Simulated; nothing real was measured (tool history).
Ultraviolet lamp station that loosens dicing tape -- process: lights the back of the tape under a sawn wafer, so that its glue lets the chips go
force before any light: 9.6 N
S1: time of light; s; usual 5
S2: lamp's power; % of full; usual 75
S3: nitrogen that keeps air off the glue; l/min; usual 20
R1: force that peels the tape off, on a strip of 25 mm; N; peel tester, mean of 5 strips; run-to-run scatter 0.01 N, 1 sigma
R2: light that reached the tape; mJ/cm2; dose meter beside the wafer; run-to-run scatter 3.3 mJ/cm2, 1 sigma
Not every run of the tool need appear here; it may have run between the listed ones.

| run | hour | S1 | S2 | S3 | R1 | R2 |
|---|---|---|---|---|---|---|
| 1 | 0.0 | 5 | 75 | 20 | 0.624 | 444 |
| 2 | 42.5 | 5 | 75 | 20 | 0.647 | 438 |
| 3 | 67.1 | 5 | 75 | 17 | 0.696 | 428 |
| 4 | 95.5 | 5 | 75 | 17 | 0.740 | 423 |
| 5 | 117.0 | 5 | 75 | 17 | 0.731 | 418 |
| 6 | 159.5 | 5 | 75 | 17 | 0.768 | 415 |
| 7 | 200.4 | 5 | 75 | 20 | 0.739 | 403 |
| 8 | 237.7 | 5 | 75 | 20 | 0.751 | 398 |
| 9 | 266.4 | 4 | 75 | 20 | 1.163 | 321 |
| 10 | 287.0 | 4 | 75 | 20 | 1.194 | 314 |
| 11 | 308.6 | 4 | 75 | 20 | 1.180 | 308 |
| 12 | 349.9 | 3 | 75 | 20 | 2.055 | 225 |
| 13 | 387.8 | 5 | 84 | 20 | 0.685 | 418 |
| 14 | 406.7 | 4 | 75 | 25 | 1.169 | 292 |
|  | 414.3 | window cleaned of glue's vapour |
| 15 | 430.1 | 6 | 68 | 8 | 1.000 | 463 |
| 16 | 459.9 | 6 | 80 | 11 | 0.623 | 536 |
| 17 | 497.5 | 6 | 95 | 11 | 0.439 | 624 |
| 18 | 543.0 | 6 | 95 | 11 | 0.476 | 610 |
| 19 | 571.5 | 6 | 95 | 11 | 0.486 | 604 |
| 20 | 616.5 | 2 | 62 | 11 | 4.402 | 134 |

What does the tool deliver on the next run?
| 21 | 647.9 | 8 | 62 | 20 | ? | ? |

Logged for run 21: R1 0.493 N, R2 504 mJ/cm2.
Take away the tool's hidden state, keep the run-to-run variation as it was, and the same run would have given R1 0.320 N, R2 682 mJ/cm2.

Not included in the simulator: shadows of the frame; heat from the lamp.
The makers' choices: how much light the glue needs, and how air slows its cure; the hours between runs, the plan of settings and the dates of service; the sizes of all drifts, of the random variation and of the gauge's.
